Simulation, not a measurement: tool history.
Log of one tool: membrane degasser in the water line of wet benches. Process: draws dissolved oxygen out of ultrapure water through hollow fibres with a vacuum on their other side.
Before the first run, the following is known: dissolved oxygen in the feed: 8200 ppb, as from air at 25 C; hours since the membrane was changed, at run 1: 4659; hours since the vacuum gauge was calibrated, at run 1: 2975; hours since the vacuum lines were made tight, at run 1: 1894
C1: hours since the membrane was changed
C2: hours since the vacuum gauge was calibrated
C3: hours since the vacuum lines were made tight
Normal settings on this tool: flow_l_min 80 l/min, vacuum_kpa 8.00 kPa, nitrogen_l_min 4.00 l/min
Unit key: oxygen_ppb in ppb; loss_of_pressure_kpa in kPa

run 1 hour=0.0 | flow_l_min=80 vacuum_kpa=8.00 nitrogen_l_min=4.00 | C1=4659 C2=2975 C3=1894 | oxygen_ppb=212.9 loss_of_pressure_kpa=64.55
run 2 hour=127.8 | flow_l_min=80 vacuum_kpa=8.00 nitrogen_l_min=4.00 | C1=4787 C2=3103 C3=2022 | oxygen_ppb=212.7 loss_of_pressure_kpa=64.12
run 3 hour=221.4 | flow_l_min=80 vacuum_kpa=8.00 nitrogen_l_min=4.00 | C1=4880 C2=3196 C3=2116 | oxygen_ppb=213.2 loss_of_pressure_kpa=64.55
run 4 hour=396.3 | flow_l_min=80 vacuum_kpa=8.00 nitrogen_l_min=4.00 | C1=5055 C2=3371 C3=2291 | oxygen_ppb=213.4 loss_of_pressure_kpa=64.59
run 5 hour=615.2 | flow_l_min=80 vacuum_kpa=8.00 nitrogen_l_min=4.00 | C1=5274 C2=3590 C3=2510 | oxygen_ppb=213.1 loss_of_pressure_kpa=64.34
run 6 hour=833.5 | flow_l_min=80 vacuum_kpa=8.00 nitrogen_l_min=10.51 | C1=5492 C2=3808 C3=2728 | oxygen_ppb=90.3 loss_of_pressure_kpa=64.24
run 7 hour=1043.4 | flow_l_min=80 vacuum_kpa=8.00 nitrogen_l_min=4.00 | C1=5702 C2=4018 C3=2938 | oxygen_ppb=214.5 loss_of_pressure_kpa=64.45
run 8 hour=1143.6 | flow_l_min=80 vacuum_kpa=8.00 nitrogen_l_min=3.44 | C1=5803 C2=4119 C3=3038 | oxygen_ppb=243.8 loss_of_pressure_kpa=64.68
run 9 hour=1352.9 | flow_l_min=80 vacuum_kpa=8.00 nitrogen_l_min=4.00 | C1=6012 C2=4328 C3=3247 | oxygen_ppb=214.2 loss_of_pressure_kpa=64.97
run 10 hour=1457.2 | flow_l_min=80 vacuum_kpa=4.92 nitrogen_l_min=4.00 | C1=6116 C2=4432 C3=3352 | oxygen_ppb=81.4 loss_of_pressure_kpa=65.00
run 11 hour=1580.8 | flow_l_min=80 vacuum_kpa=8.00 nitrogen_l_min=4.00 | C1=6240 C2=4556 C3=3475 | oxygen_ppb=214.5 loss_of_pressure_kpa=64.92
run 12 hour=1724.9 | flow_l_min=80 vacuum_kpa=8.00 nitrogen_l_min=4.00 | C1=6384 C2=4700 C3=3619 | oxygen_ppb=214.3 loss_of_pressure_kpa=64.80
run 13 hour=1893.5 | flow_l_min=80 vacuum_kpa=8.00 nitrogen_l_min=4.00 | C1=6552 C2=4868 C3=3788 | oxygen_ppb=215.1 loss_of_pressure_kpa=64.53
run 14 hour=1990.4 | flow_l_min=80 vacuum_kpa=4.87 nitrogen_l_min=4.00 | C1=6649 C2=4965 C3=3885 | oxygen_ppb=79.9 loss_of_pressure_kpa=65.61
run 15 hour=2144.3 | flow_l_min=83 vacuum_kpa=8.00 nitrogen_l_min=7.03 | C1=6803 C2=5119 C3=4039 | oxygen_ppb=136.0 loss_of_pressure_kpa=67.74
-- hour=2178.7 vacuum gauge calibrated
run 16 hour=2336.9 | flow_l_min=80 vacuum_kpa=8.00 nitrogen_l_min=1.97 | C1=6995 C2=158 C3=4231 | oxygen_ppb=377.4 loss_of_pressure_kpa=65.16
run 17 hour=2442.4 | flow_l_min=87 vacuum_kpa=8.00 nitrogen_l_min=5.63 | C1=7101 C2=264 C3=4336 | oxygen_ppb=170.7 loss_of_pressure_kpa=70.40
run 18 hour=2574.5 | flow_l_min=80 vacuum_kpa=8.00 nitrogen_l_min=1.88 | C1=7233 C2=396 C3=4468 | oxygen_ppb=391.2 loss_of_pressure_kpa=65.09
run 19 hour=2730.7 | flow_l_min=95 vacuum_kpa=8.00 nitrogen_l_min=4.87 | C1=7389 C2=552 C3=4624 | oxygen_ppb=211.9 loss_of_pressure_kpa=77.52
run 20 hour=2890.0 | flow_l_min=95 vacuum_kpa=8.00 nitrogen_l_min=4.87 | C1=7548 C2=711 C3=4784 | oxygen_ppb=212.0 loss_of_pressure_kpa=77.54
run 21 hour=3021.4 | flow_l_min=73 vacuum_kpa=6.76 nitrogen_l_min=4.87 | C1=7680 C2=843 C3=4915 | oxygen_ppb=123.1 loss_of_pressure_kpa=60.12
run 22 hour=3209.7 | flow_l_min=69 vacuum_kpa=4.85 nitrogen_l_min=5.20 | C1=7868 C2=1031 C3=5104 | oxygen_ppb=52.1 loss_of_pressure_kpa=56.69
run 23 hour=3401.1 | flow_l_min=69 vacuum_kpa=4.85 nitrogen_l_min=5.20 | C1=8060 C2=1222 C3=5295 | oxygen_ppb=52.6 loss_of_pressure_kpa=56.61
run 24 hour=3580.8 | flow_l_min=69 vacuum_kpa=4.85 nitrogen_l_min=5.20 | C1=8239 C2=1402 C3=5475 | oxygen_ppb=52.8 loss_of_pressure_kpa=56.67
run 25 hour=3693.4 | flow_l_min=98 vacuum_kpa=5.62 nitrogen_l_min=4.21 | C1=8352 C2=1515 C3=5587 | oxygen_ppb=131.2 loss_of_pressure_kpa=80.72
run 26 hour=3883.3 | flow_l_min=80 vacuum_kpa=5.31 nitrogen_l_min=4.00 | C1=8542 C2=1705 C3=5777 | oxygen_ppb=97.4 loss_of_pressure_kpa=65.53
run 27 hour=4014.7 | flow_l_min=92 vacuum_kpa=8.00 nitrogen_l_min=4.00 | C1=8673 C2=1836 C3=5909 | oxygen_ppb=244.2 loss_of_pressure_kpa=75.54

Consider 3 possible next runs. They are alternatives, not a sequence: every one starts from the tool as it was left by run 27. What does each give?
run A hour=4143.5 | flow_l_min=58 vacuum_kpa=8.14 nitrogen_l_min=9.68 | C1=8802 C2=1965 C3=6037 | oxygen_ppb=? loss_of_pressure_kpa=?
run B hour=4143.5 | flow_l_min=92 vacuum_kpa=8.00 nitrogen_l_min=2.26 | C1=8802 C2=1965 C3=6037 | oxygen_ppb=? loss_of_pressure_kpa=?
run C hour=4143.5 | flow_l_min=80 vacuum_kpa=11.15 nitrogen_l_min=4.00 | C1=8802 C2=1965 C3=6037 | oxygen_ppb=? loss_of_pressure_kpa=?

run=A oxygen_ppb=72.5 loss_of_pressure_kpa=47.74
run=B oxygen_ppb=384.7 loss_of_pressure_kpa=75.58
run=C oxygen_ppb=345.6 loss_of_pressure_kpa=65.56
With the hidden condition removed and each run's random variation left untouched, the same runs would have given:
run=A oxygen_ppb=71.4 loss_of_pressure_kpa=45.46
run=B oxygen_ppb=379.7 loss_of_pressure_kpa=71.98
run=C oxygen_ppb=342.3 loss_of_pressure_kpa=62.42
